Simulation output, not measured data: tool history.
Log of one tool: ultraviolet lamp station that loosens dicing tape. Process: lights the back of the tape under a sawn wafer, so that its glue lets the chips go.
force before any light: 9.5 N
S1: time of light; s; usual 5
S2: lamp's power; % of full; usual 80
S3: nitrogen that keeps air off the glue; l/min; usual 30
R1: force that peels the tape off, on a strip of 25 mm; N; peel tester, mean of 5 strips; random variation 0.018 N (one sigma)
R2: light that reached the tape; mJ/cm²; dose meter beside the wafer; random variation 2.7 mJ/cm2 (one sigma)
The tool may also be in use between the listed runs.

{"run": 1, "hour": 0.0, "S1": 5, "S2": 80, "S3": 30, "R1": 0.923, "R2": 365}
{"run": 2, "hour": 11.9, "S1": 5, "S2": 80, "S3": 30, "R1": 0.926, "R2": 365}
{"run": 3, "hour": 18.9, "S1": 5, "S2": 99, "S3": 30, "R1": 0.581, "R2": 445}
{"run": 4, "hour": 30.3, "S1": 5, "S2": 99, "S3": 30, "R1": 0.587, "R2": 448}
{"run": 5, "hour": 42.6, "S1": 5, "S2": 99, "S3": 30, "R1": 0.568, "R2": 451}
{"run": 6, "hour": 57.5, "S1": 5, "S2": 99, "S3": 30, "R1": 0.572, "R2": 442}
{"run": 7, "hour": 67.9, "S1": 5, "S2": 99, "S3": 30, "R1": 0.59, "R2": 444}
{"run": 8, "hour": 78.7, "S1": 5, "S2": 80, "S3": 16, "R1": 1.48, "R2": 360}
{"run": 9, "hour": 90.8, "S1": 5, "S2": 63, "S3": 30, "R1": 1.424, "R2": 277}
{"run": 10, "hour": 103.9, "S1": 5, "S2": 80, "S3": 30, "R1": 0.947, "R2": 355}
{"run": 11, "hour": 112.5, "S1": 5, "S2": 80, "S3": 30, "R1": 0.959, "R2": 359}
{"run": 12, "hour": 124.3, "S1": 5, "S2": 80, "S3": 30, "R1": 0.915, "R2": 353}
{"run": 13, "hour": 134.7, "S1": 5, "S2": 80, "S3": 30, "R1": 0.941, "R2": 358}
{"run": 14, "hour": 144.6, "S1": 5, "S2": 80, "S3": 58, "R1": 0.58, "R2": 351}
{"run": 15, "hour": 155.6, "S1": 5, "S2": 80, "S3": 58, "R1": 0.585, "R2": 355}
{"run": 16, "hour": 164.3, "S1": 5, "S2": 80, "S3": 58, "R1": 0.592, "R2": 357}
{"run": 17, "hour": 177.1, "S1": 5, "S2": 80, "S3": 58, "R1": 0.598, "R2": 350}
{"run": 18, "hour": 186.3, "S1": 5, "S2": 80, "S3": 58, "R1": 0.609, "R2": 350}
{"run": 19, "hour": 195.7, "S1": 5, "S2": 80, "S3": 58, "R1": 0.586, "R2": 352}
{"run": 20, "hour": 208.7, "S1": 5, "S2": 80, "S3": 30, "R1": 0.953, "R2": 344}
{"run": 21, "hour": 214.9, "S1": 5, "S2": 80, "S3": 30, "R1": 1.019, "R2": 348}
{"run": 22, "hour": 226.0, "S1": 9, "S2": 92, "S3": 18, "R1": 0.33, "R2": 719}
{"run": 23, "hour": 238.5, "S1": 9, "S2": 92, "S3": 18, "R1": 0.336, "R2": 721}
{"run": 24, "hour": 247.0, "S1": 9, "S2": 69, "S3": 18, "R1": 0.61, "R2": 541}
{"run": 25, "hour": 260.1, "S1": 5, "S2": 66, "S3": 9, "R1": 2.994, "R2": 283}
{"run": 26, "hour": 267.1, "S1": 4, "S2": 66, "S3": 18, "R1": 2.725, "R2": 229}
{"hour": 268.7, "done": "window cleaned of glue's vapour"}
{"run": 27, "hour": 280.5, "S1": 3, "S2": 66, "S3": 36, "R1": 2.799, "R2": 170}
{"run": 28, "hour": 292.2, "S1": 3, "S2": 75, "S3": 36, "R1": 2.454, "R2": 192}
{"run": 29, "hour": 298.6, "S1": 8, "S2": 76, "S3": 32, "R1": 0.403, "R2": 514}
{"run": 30, "hour": 310.8, "S1": 4, "S2": 77, "S3": 15, "R1": 2.563, "R2": 265}
{"run": 31, "hour": 319.9, "S1": 5, "S2": 73, "S3": 44, "R1": 0.952, "R2": 305}
{"run": 32, "hour": 327.3, "S1": 5, "S2": 66, "S3": 45, "R1": 1.113, "R2": 277}
{"run": 33, "hour": 335.7, "S1": 5, "S2": 71, "S3": 21, "R1": 1.696, "R2": 302}
{"run": 34, "hour": 342.3, "S1": 5, "S2": 71, "S3": 21, "R1": 1.758, "R2": 301}
{"hour": 355.8, "done": "window cleaned of glue's vapour, once more"}
{"run": 35, "hour": 355.8, "S1": 4, "S2": 83, "S3": 10, "R1": 2.737, "R2": 296}
{"run": 36, "hour": 365.3, "S1": 4, "S2": 83, "S3": 10, "R1": 2.601, "R2": 292}
{"run": 37, "hour": 377.8, "S1": 2, "S2": 80, "S3": 30, "R1": 3.542, "R2": 142}
{"run": 38, "hour": 384.9, "S1": 5, "S2": 70, "S3": 42, "R1": 0.96, "R2": 312}
{"run": 39, "hour": 393.4, "S1": 10, "S2": 76, "S3": 11, "R1": 0.583, "R2": 672}
{"run": 40, "hour": 404.1, "S1": 7, "S2": 68, "S3": 30, "R1": 0.667, "R2": 421}
{"run": 41, "hour": 410.5, "S1": 7, "S2": 68, "S3": 30, "R1": 0.666, "R2": 419}
{"run": 42, "hour": 424.3, "S1": 7, "S2": 68, "S3": 30, "R1": 0.655, "R2": 417}

4 ways to go on from here, each from the tool as it stands after run 42. What would each give?
{"run": "A", "hour": 431.7, "S1": 4, "S2": 88, "S3": 10, "R1": "?", "R2": "?"}
{"run": "B", "hour": 431.7, "S1": 5, "S2": 70, "S3": 30, "R1": "?", "R2": "?"}
{"run": "C", "hour": 431.7, "S1": 2, "S2": 67, "S3": 30, "R1": "?", "R2": "?"}
{"run": "D", "hour": 431.7, "S1": 7, "S2": 68, "S3": 21, "R1": "?", "R2": "?"}

run=A R1=2.614 R2=311
run=B R1=1.255 R2=307
run=C R1=4.388 R2=118
run=D R1=0.892 R2=415
Without the tool's hidden state the same runs would have given:
run=A R1=2.43 R2=329
run=B R1=1.13 R2=324
run=C R1=4.192 R2=125
run=D R1=0.794 R2=439
